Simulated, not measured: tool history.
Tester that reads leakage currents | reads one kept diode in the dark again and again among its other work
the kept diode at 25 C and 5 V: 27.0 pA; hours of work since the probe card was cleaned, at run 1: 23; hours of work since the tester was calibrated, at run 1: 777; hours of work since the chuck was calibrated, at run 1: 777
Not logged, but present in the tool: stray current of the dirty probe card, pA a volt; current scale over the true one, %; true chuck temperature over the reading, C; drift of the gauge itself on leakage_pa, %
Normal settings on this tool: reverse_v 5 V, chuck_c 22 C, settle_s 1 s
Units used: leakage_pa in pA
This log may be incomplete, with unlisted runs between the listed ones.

run,hour,reverse_v,chuck_c,settle_s,hours of work since the probe card was cleaned,hours of work since the tester was calibrated,hours of work since the chuck was calibrated,leakage_pa
1,0,5,22,1,23,777,777,22.56
2,17.5,5,22,1,34,789,789,22.71
3,48.9,8.93,22,1,54,809,809,29.63
4,66,3.11,22,1,65,820,820,18.2
5,101,3.83,22,1,87,842,842,19.92
6,122.9,3.83,22,1,101,856,856,20.05
7,151.9,3.83,22,1,120,875,875,20.03
8,177.3,3.83,22,1,136,891,891,20.04
# hour 211.8: chuck's temperature calibrated
9,212.7,5,22,0.55,157,912,1,23.7
10,234.1,5,22,0.55,171,926,14,23.66
11,270.5,5,22,1,194,949,38,22.67
12,285.6,5,27,1,204,959,47,33.38
13,311,5,27,1,220,975,63,33.22
14,344.1,5,27,1,241,996,85,33.16
15,362,5,22,1,253,1008,96,22.49
16,385.7,5,22,1,268,1023,111,22.56
17,417.4,5,22,1,288,1043,131,22.59
18,437.7,5,22,1,301,1056,144,22.63
19,468.6,5,22,1,321,1076,164,22.62
20,495.1,5,22,1,338,1093,181,22.6
21,526.8,5,22,0.33,358,1113,201,25.52
22,562.8,8.4,55,0.54,381,1136,224,309.61
23,584.2,7.41,55,1.37,395,1150,238,292.93
24,616.3,3.34,32,0.39,415,1170,259,42.3
25,637.1,5,24,0.51,429,1183,272,27.99

Predict the results of run 26:
26,652.3,2.45,35,1.93,438,1193,282,?

leakage_pa: 44.54 pA
With the hidden condition absent and the run-to-run variation left alone, this run would have shown leakage_pa 44.54 pA.

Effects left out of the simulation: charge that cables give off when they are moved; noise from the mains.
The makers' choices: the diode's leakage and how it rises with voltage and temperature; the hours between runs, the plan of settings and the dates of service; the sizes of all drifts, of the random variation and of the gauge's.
